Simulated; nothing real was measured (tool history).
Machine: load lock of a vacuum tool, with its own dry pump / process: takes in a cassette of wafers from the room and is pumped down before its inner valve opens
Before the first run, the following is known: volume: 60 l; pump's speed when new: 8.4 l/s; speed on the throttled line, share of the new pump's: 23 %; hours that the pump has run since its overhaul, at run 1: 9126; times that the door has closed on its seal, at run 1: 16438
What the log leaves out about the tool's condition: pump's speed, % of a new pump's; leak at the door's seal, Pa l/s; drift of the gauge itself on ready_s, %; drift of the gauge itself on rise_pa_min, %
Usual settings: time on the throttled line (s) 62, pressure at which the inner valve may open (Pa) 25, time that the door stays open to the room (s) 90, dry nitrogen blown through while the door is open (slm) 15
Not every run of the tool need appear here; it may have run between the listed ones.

run     day  time on the throttled line (s)  pressure at which the inner valve may open (Pa)  time that the door stays open to the room (s)  dry nitrogen blown through while the door is open (slm)  hours that the pump has run since its overhaul  times that the door has closed on its seal  incoming humidity of the room's air, %  time from the closed door until the inner valve may open (s)  rise of the pressure with all valves shut (Pa/min)
  1   0.000                              62                                               25                                             90                                                       15                                            9126                                       16438                                    42.8                                                         105.7                                               0.023
  2  13.138                              33                                               25                                             90                                                       15                                            9441                                       17767                                    45.6                                                          84.6                                               0.028
  3  18.771                              62                                               25                                             90                                                       15                                            9576                                       18336                                    46.7                                                         106.6                                               0.029
  4  30.304                              62                                               25                                             90                                                       15                                            9853                                       19502                                    45.7                                                         106.5                                               0.030
  5  41.267                              62                                               25                                             90                                                       15                                           10116                                       20610                                    44.1                                                         106.9                                               0.025
     46.296  -- dry pump taken out, an overhauled one fitted
  6  47.600                              62                                               25                                             90                                                       15                                              31                                       21225                                    44.1                                                         108.1                                               0.025
     50.592  -- door's seal changed, seat wiped
  7  56.800                              66                                               42                                            214                                                       18                                             251                                         627                                    47.6                                                         107.4                                               0.032
  8  67.196                              66                                               42                                             73                                                       35                                             500                                        1678                                    46.0                                                         106.2                                               0.015
  9  76.033                              54                                               26                                             37                                                        5                                             712                                        2571                                    45.3                                                         102.0                                               0.029
 10  87.758                              54                                               26                                             37                                                        5                                             994                                        3756                                    44.1                                                          99.7                                               0.025
 11  94.458                              54                                               26                                             37                                                        5                                            1154                                        4434                                    46.4                                                          99.6                                               0.021

Predict each of these 3 candidate next runs independently; none follows another, all start after run 11:
  A  107.754                              54                                               28                                            158                                                        4                                            1473                                        5778                                    41.3                                                             ?                                                   ?
  B  107.754                              54                                               37                                             55                                                        5                                            1473                                        5778                                    41.4                                                             ?                                                   ?
  C  107.754                              84                                               25                                             90                                                       15                                            1473                                        5778                                    46.7                                                             ?                                                   ?

run  time from the closed door until the inner valve may open (s)  rise of the pressure with all valves shut (Pa/min)
  A                                                         100.6                                               0.035
  B                                                          98.3                                               0.033
  C                                                         124.6                                               0.027
With the hidden condition removed and each run's random variation left untouched, the same runs would have given:
run  time from the closed door until the inner valve may open (s)  rise of the pressure with all valves shut (Pa/min)
  A                                                         100.6                                               0.035
  B                                                          98.3                                               0.033
  C                                                         124.6                                               0.027
